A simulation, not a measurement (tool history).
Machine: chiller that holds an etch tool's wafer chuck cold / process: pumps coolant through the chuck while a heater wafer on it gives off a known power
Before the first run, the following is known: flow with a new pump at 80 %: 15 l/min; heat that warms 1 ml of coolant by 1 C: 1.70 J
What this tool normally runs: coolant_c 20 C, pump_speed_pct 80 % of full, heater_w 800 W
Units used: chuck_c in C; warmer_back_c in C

Run 1, hour 0: usual settings. Result: chuck_c 25.1 C, warmer_back_c 1.91 C.
Run 2, hour 109.1: usual settings. Result: chuck_c 25.3 C, warmer_back_c 1.98 C.
Run 3, hour 201.5: usual settings. Result: chuck_c 25.2 C, warmer_back_c 1.92 C.
Run 4, hour 287.7: usual settings. Result: chuck_c 25.2 C, warmer_back_c 1.85 C.
Run 5, hour 435.8: usual settings. Result: chuck_c 25.3 C, warmer_back_c 1.89 C.
Run 6, hour 603.7: usual settings. Result: chuck_c 25.4 C, warmer_back_c 1.97 C.
Run 7, hour 755.4: usual settings. Result: chuck_c 25.2 C, warmer_back_c 1.94 C.
Run 8, hour 880.7: usual settings. Result: chuck_c 25.3 C, warmer_back_c 1.95 C.
Run 9, hour 1055.6: usual settings. Result: chuck_c 25.2 C, warmer_back_c 1.96 C.
Run 10, hour 1170.7: usual settings. Result: chuck_c 25.3 C, warmer_back_c 2.02 C.
Run 11, hour 1322.9: usual settings but heater_w 664 W. Result: chuck_c 24.4 C, warmer_back_c 1.62 C.
Run 12, hour 1535.4: usual settings but heater_w 432 W. Result: chuck_c 22.6 C, warmer_back_c 1.03 C.
Run 13, hour 1695.3: usual settings but heater_w 432 W. Result: chuck_c 22.7 C, warmer_back_c 1.09 C.
Run 14, hour 1794.5: usual settings but heater_w 432 W. Result: chuck_c 22.8 C, warmer_back_c 1.05 C.
At hour 1944.2: coolant changed, channels flushed.
Run 15, hour 1988.4: usual settings but heater_w 432 W. Result: chuck_c 22.3 C, warmer_back_c 1.06 C.
Run 16, hour 2182.4: usual settings but coolant_c 27 C. Result: chuck_c 31.4 C, warmer_back_c 2.04 C.
Run 17, hour 2341.5: usual settings but coolant_c 27 C. Result: chuck_c 31.8 C, warmer_back_c 2 C.
Run 18, hour 2530.4: usual settings but coolant_c 17 C, pump_speed_pct 61 % of full, heater_w 525 W. Result: chuck_c 20.7 C, warmer_back_c 1.85 C.
Run 19, hour 2667.1: usual settings but coolant_c 17 C, pump_speed_pct 61 % of full, heater_w 920 W. Result: chuck_c 24.1 C, warmer_back_c 3.21 C.
Run 20, hour 2875.1: usual settings but coolant_c 17 C, pump_speed_pct 61 % of full, heater_w 920 W. Result: chuck_c 24 C, warmer_back_c 3.24 C.
Run 21, hour 3084.7: usual settings but pump_speed_pct 91 % of full, heater_w 845 W. Result: chuck_c 24.5 C, warmer_back_c 1.81 C.
Run 22, hour 3252.6: usual settings but pump_speed_pct 91 % of full, heater_w 845 W. Result: chuck_c 24.5 C, warmer_back_c 1.9 C.
Run 23, hour 3396.3: usual settings but pump_speed_pct 91 % of full, heater_w 845 W. Result: chuck_c 24.4 C, warmer_back_c 1.93 C.
Run 24, hour 3490.9: usual settings but coolant_c 13 C, pump_speed_pct 84 % of full, heater_w 1024 W. Result: chuck_c 19 C, warmer_back_c 2.51 C.
Run 25, hour 3693.4: usual settings but coolant_c 13 C, pump_speed_pct 84 % of full, heater_w 1024 W. Result: chuck_c 19.1 C, warmer_back_c 2.5 C.
Run 26, hour 3878.6: usual settings but coolant_c 13 C, pump_speed_pct 82 % of full, heater_w 730 W. Result: chuck_c 17.2 C, warmer_back_c 1.86 C.
Run 27, hour 4012.2: usual settings but coolant_c 13 C, pump_speed_pct 82 % of full, heater_w 730 W. Result: chuck_c 17.1 C, warmer_back_c 1.85 C.
Run 28, hour 4175.5: usual settings but coolant_c 22 C, pump_speed_pct 82 % of full, heater_w 646 W. Result: chuck_c 25.7 C, warmer_back_c 1.67 C.
Run 29, hour 4323.2: usual settings but coolant_c 17 C, pump_speed_pct 70 % of full, heater_w 767 W. Result: chuck_c 22.2 C, warmer_back_c 2.37 C.
Run 30, hour 4440.3: usual settings but coolant_c 22 C, pump_speed_pct 95 % of full, heater_w 770 W. Result: chuck_c 25.9 C, warmer_back_c 1.61 C.
Run 31, hour 4619.2: usual settings but pump_speed_pct 64 % of full, heater_w 945 W. Result: chuck_c 27.2 C, warmer_back_c 3.28 C.
Run 32, hour 4765.9: usual settings but coolant_c 27 C, heater_w 852 W. Result: chuck_c 32.4 C, warmer_back_c 2.33 C.

What if the next run were any one of these 3? Each begins from the tool's condition after run 32:
Run A, hour 4871.1: usual settings but coolant_c 10 C, pump_speed_pct 94 % of full, heater_w 731 W. Result: chuck_c ?, warmer_back_c ?.
Run B, hour 4871.1: usual settings but coolant_c 11 C, pump_speed_pct 99 % of full, heater_w 852 W. Result: chuck_c ?, warmer_back_c ?.
Run C, hour 4871.1: usual settings but pump_speed_pct 81 % of full. Result: chuck_c ?, warmer_back_c ?.

run  chuck_c  warmer_back_c
  A     13.9            1.6
  B     15.3           1.72
  C       25            2.1
Stripped of hidden state, with their random variation kept, the same runs would have yielded:
run  chuck_c  warmer_back_c
  A       14           1.38
  B     15.3           1.48
  C       25           1.82
